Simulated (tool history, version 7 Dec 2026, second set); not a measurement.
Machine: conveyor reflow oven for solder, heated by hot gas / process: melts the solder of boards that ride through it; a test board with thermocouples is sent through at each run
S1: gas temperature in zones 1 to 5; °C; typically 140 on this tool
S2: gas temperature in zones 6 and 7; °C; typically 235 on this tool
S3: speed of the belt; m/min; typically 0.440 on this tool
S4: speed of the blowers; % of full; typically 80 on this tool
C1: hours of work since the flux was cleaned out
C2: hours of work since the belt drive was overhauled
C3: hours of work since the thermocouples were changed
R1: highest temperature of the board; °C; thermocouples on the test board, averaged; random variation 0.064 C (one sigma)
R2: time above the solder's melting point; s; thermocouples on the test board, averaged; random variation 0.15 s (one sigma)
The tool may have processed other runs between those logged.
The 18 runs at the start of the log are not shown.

{"run": 19, "hour": 223.8, "S1": 134, "S2": 245, "S3": 0.493, "S4": 77, "C1": 151, "C2": 228, "C3": 513, "R1": 223.19, "R2": 66.4}
{"run": 20, "hour": 232.1, "S1": 134, "S2": 245, "S3": 0.493, "S4": 77, "C1": 156, "C2": 233, "C3": 518, "R1": 223.21, "R2": 66.4}
{"hour": 238.3, "done": "flux residue cleaned out of gas plates and filters"}
{"run": 21, "hour": 248.4, "S1": 140, "S2": 235, "S3": 0.44, "S4": 52, "C1": 6, "C2": 240, "C3": 525, "R1": 211.85, "R2": 64.8}
{"run": 22, "hour": 259.8, "S1": 151, "S2": 235, "S3": 0.375, "S4": 52, "C1": 13, "C2": 246, "C3": 531, "R1": 219.96, "R2": 94.2}
{"run": 23, "hour": 274.5, "S1": 133, "S2": 235, "S3": 0.436, "S4": 51, "C1": 22, "C2": 255, "C3": 540, "R1": 210.0, "R2": 59.8}
{"run": 24, "hour": 281.7, "S1": 132, "S2": 235, "S3": 0.402, "S4": 80, "C1": 26, "C2": 260, "C3": 545, "R1": 221.25, "R2": 80.6}
{"run": 25, "hour": 294.4, "S1": 132, "S2": 230, "S3": 0.402, "S4": 68, "C1": 34, "C2": 267, "C3": 552, "R1": 214.07, "R2": 72.3}
{"run": 26, "hour": 308.6, "S1": 132, "S2": 230, "S3": 0.525, "S4": 68, "C1": 42, "C2": 276, "C3": 561, "R1": 204.12, "R2": 42.4}
{"hour": 316.1, "done": "flux residue cleaned out of gas plates and filters, once more"}
{"run": 27, "hour": 329.0, "S1": 132, "S2": 230, "S3": 0.525, "S4": 68, "C1": 8, "C2": 285, "C3": 570, "R1": 207.02, "R2": 46.6}
{"run": 28, "hour": 337.7, "S1": 140, "S2": 235, "S3": 0.44, "S4": 80, "C1": 13, "C2": 290, "C3": 575, "R1": 222.03, "R2": 77.4}
{"run": 29, "hour": 355.1, "S1": 142, "S2": 244, "S3": 0.523, "S4": 55, "C1": 23, "C2": 301, "C3": 586, "R1": 215.39, "R2": 58.1}
{"run": 30, "hour": 365.5, "S1": 142, "S2": 243, "S3": 0.425, "S4": 55, "C1": 30, "C2": 307, "C3": 592, "R1": 223.24, "R2": 81.0}

What if the next run were any one of these 3? Each begins from the tool's condition after run 30:
{"run": "A", "hour": 380.9, "S1": 140, "S2": 225, "S3": 0.401, "S4": 80, "C1": 39, "C2": 316, "C3": 601, "R1": "?", "R2": "?"}
{"run": "B", "hour": 380.9, "S1": 142, "S2": 230, "S3": 0.425, "S4": 84, "C1": 39, "C2": 316, "C3": 601, "R1": "?", "R2": "?"}
{"run": "C", "hour": 380.9, "S1": 140, "S2": 249, "S3": 0.44, "S4": 80, "C1": 39, "C2": 316, "C3": 601, "R1": "?", "R2": "?"}

run=A R1=215.58 R2=80.1
run=B R1=219.55 R2=79.4
run=C R1=234.24 R2=85.6
What these runs would have given with no unlogged condition in the tool:
run=A R1=214.07 R2=78.1
run=B R1=218.08 R2=77.6
run=C R1=232.84 R2=84.0
